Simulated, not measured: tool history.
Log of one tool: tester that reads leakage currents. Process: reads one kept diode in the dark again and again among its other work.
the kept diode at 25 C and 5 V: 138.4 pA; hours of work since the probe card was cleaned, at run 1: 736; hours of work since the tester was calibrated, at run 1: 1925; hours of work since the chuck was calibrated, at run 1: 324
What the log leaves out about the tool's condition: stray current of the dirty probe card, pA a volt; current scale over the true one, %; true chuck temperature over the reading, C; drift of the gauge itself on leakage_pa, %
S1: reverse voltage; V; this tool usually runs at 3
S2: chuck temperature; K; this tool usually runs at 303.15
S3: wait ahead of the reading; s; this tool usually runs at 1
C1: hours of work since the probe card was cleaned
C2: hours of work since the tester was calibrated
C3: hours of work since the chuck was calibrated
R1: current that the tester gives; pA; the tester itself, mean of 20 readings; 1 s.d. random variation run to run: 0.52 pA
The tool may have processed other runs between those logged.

Run 1, day 0: usual settings; C1 736; C2 1925; C3 324. Result: R1 171.34 pA.
Run 2, day 3.721: usual settings; C1 779; C2 1968; C3 367. Result: R1 171.88 pA.
Run 3, day 6.754: usual settings; C1 814; C2 2003; C3 402. Result: R1 170.31 pA.
Run 4, day 9.846: usual settings but S1 5.09 V; C1 850; C2 2039; C3 438. Result: R1 207.36 pA.
Run 5, day 12.342: usual settings but S1 5.09 V; C1 879; C2 2068; C3 467. Result: R1 209.74 pA.
Run 6, day 17.196: usual settings; C1 935; C2 2124; C3 523. Result: R1 170.88 pA.
Run 7, day 19.904: usual settings; C1 966; C2 2155; C3 554. Result: R1 170.89 pA.
Run 8, day 23.808: usual settings but S2 307.15 K; C1 1011; C2 2200; C3 599. Result: R1 232.66 pA.
At day 28.971: chuck's temperature calibrated.
Run 9, day 29.425: usual settings but S2 307.15 K; C1 1075; C2 2264; C3 5. Result: R1 232.23 pA.
Run 10, day 31.838: usual settings but S2 307.15 K, S3 5.76 s; C1 1103; C2 2292; C3 33. Result: R1 231.27 pA.
Run 11, day 35.146: usual settings but S2 307.15 K, S3 5.76 s; C1 1141; C2 2330; C3 71. Result: R1 231.74 pA.
Run 12, day 38.092: usual settings but S1 4.86 V, S2 304.15 K, S3 5.76 s; C1 1175; C2 2364; C3 105. Result: R1 220.68 pA.
Run 13, day 42.933: usual settings but S1 4.86 V, S2 304.15 K, S3 5.76 s; C1 1231; C2 2420; C3 161. Result: R1 222.55 pA.
Run 14, day 46.329: usual settings but S1 4.86 V, S2 304.15 K, S3 5.76 s; C1 1270; C2 2459; C3 200. Result: R1 221.27 pA.
Run 15, day 50: usual settings but S1 4.86 V, S2 295.15 K, S3 5.76 s; C1 1313; C2 2502; C3 243. Result: R1 107.2 pA.
Run 16, day 54.521: usual settings but S1 19.08 V, S3 3.94 s; C1 1365; C2 2554; C3 295. Result: R1 345.22 pA.
Run 17, day 57.342: usual settings but S1 6.97 V, S2 308.15 K, S3 1.95 s; C1 1398; C2 2586; C3 328. Result: R1 344.98 pA.
Run 18, day 59.717: usual settings but S1 15.44 V, S2 304.15 K, S3 2.12 s; C1 1425; C2 2614; C3 355. Result: R1 345.03 pA.
Run 19, day 62.725: usual settings but S1 15.5 V, S2 296.15 K; C1 1460; C2 2649; C3 390. Result: R1 186.94 pA.
Run 20, day 66.562: usual settings but S2 294.15 K; C1 1504; C2 2693; C3 434. Result: R1 83.05 pA.
Run 21, day 68.992: usual settings but S1 1.72 V, S2 315.15 K; C1 1532; C2 2721; C3 462. Result: R1 339.92 pA.
Run 22, day 73.975: usual settings but S2 315.15 K, S3 0.93 s; C1 1590; C2 2779; C3 520. Result: R1 419.98 pA.

5 options for the next run, each taken on its own from the tool as it stands now. Forecast them:
Run A, day 79.133: usual settings but S1 1.71 V, S2 295.15 K, S3 0.35 s; C1 1649; C2 2838; C3 579. Result: R1 ?.
Run B, day 79.133: usual settings but S2 295.15 K; C1 1649; C2 2838; C3 579. Result: R1 ?.
Run C, day 79.133: usual settings but S2 326.15 K, S3 0.93 s; C1 1649; C2 2838; C3 579. Result: R1 ?.
Run D, day 79.133: usual settings but S1 6.13 V, S3 5.8 s; C1 1649; C2 2838; C3 579. Result: R1 ?.
Run E, day 79.133: usual settings but S1 1.73 V, S2 295.15 K, S3 0.65 s; C1 1649; C2 2838; C3 579. Result: R1 ?.

run      R1
  A   74.19
  B   90.61
  C  903.02
  D  222.41
  E   73.25
Had the tool no hidden state, the same runs would have come out as:
run      R1
  A   74.25
  B   90.65
  C  903.94
  D  222.53
  E    73.3

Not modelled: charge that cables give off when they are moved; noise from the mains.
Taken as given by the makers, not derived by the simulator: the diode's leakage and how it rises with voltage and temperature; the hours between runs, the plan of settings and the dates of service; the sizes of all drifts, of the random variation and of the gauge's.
